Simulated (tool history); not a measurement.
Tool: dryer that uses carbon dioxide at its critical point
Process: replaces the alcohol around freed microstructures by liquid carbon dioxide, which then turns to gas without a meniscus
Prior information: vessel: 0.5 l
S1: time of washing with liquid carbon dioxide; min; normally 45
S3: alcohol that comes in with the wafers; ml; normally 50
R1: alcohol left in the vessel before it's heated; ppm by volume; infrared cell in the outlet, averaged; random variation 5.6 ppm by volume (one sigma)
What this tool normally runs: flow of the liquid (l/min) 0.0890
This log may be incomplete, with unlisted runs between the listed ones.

run 1 hour=0.0 | S1=45 flow_of_the_liquid_(l/min)=0.0890 S3=50 | R1=308
run 2 hour=27.9 | S1=45 flow_of_the_liquid_(l/min)=0.0931 S3=50 | R1=250
run 3 hour=66.6 | S1=45 flow_of_the_liquid_(l/min)=0.0890 S3=50 | R1=360
run 4 hour=88.0 | S1=45 flow_of_the_liquid_(l/min)=0.0890 S3=50 | R1=386
run 5 hour=107.7 | S1=45 flow_of_the_liquid_(l/min)=0.0890 S3=50 | R1=410
run 6 hour=135.7 | S1=45 flow_of_the_liquid_(l/min)=0.0890 S3=50 | R1=424
run 7 hour=154.1 | S1=45 flow_of_the_liquid_(l/min)=0.0702 S3=50 | R1=1398
run 8 hour=172.9 | S1=45 flow_of_the_liquid_(l/min)=0.1463 S3=45 | R1=53
run 9 hour=209.9 | S1=37 flow_of_the_liquid_(l/min)=0.1014 S3=45 | R1=592
run 10 hour=235.5 | S1=45 flow_of_the_liquid_(l/min)=0.0963 S3=43 | R1=325
run 11 hour=258.8 | S1=45 flow_of_the_liquid_(l/min)=0.0963 S3=43 | R1=330
run 12 hour=288.1 | S1=51 flow_of_the_liquid_(l/min)=0.0589 S3=51 | R1=2252
-- hour=294.7 inlet filter changed
run 13 hour=312.2 | S1=51 flow_of_the_liquid_(l/min)=0.0589 S3=51 | R1=1079

Forecast each of these 3 alternatives for the next run:
run A hour=340.9 | S1=36 flow_of_the_liquid_(l/min)=0.1398 S3=25 | R1=?
run B hour=340.9 | S1=45 flow_of_the_liquid_(l/min)=0.0890 S3=30 | R1=?
run C hour=340.9 | S1=29 flow_of_the_liquid_(l/min)=0.0538 S3=67 | R1=?

run=A R1=92
run=B R1=192
run=C R1=12372
Stripped of hidden state, with their random variation kept, the same runs would have yielded:
run=A R1=17
run=B R1=103
run=C R1=11627
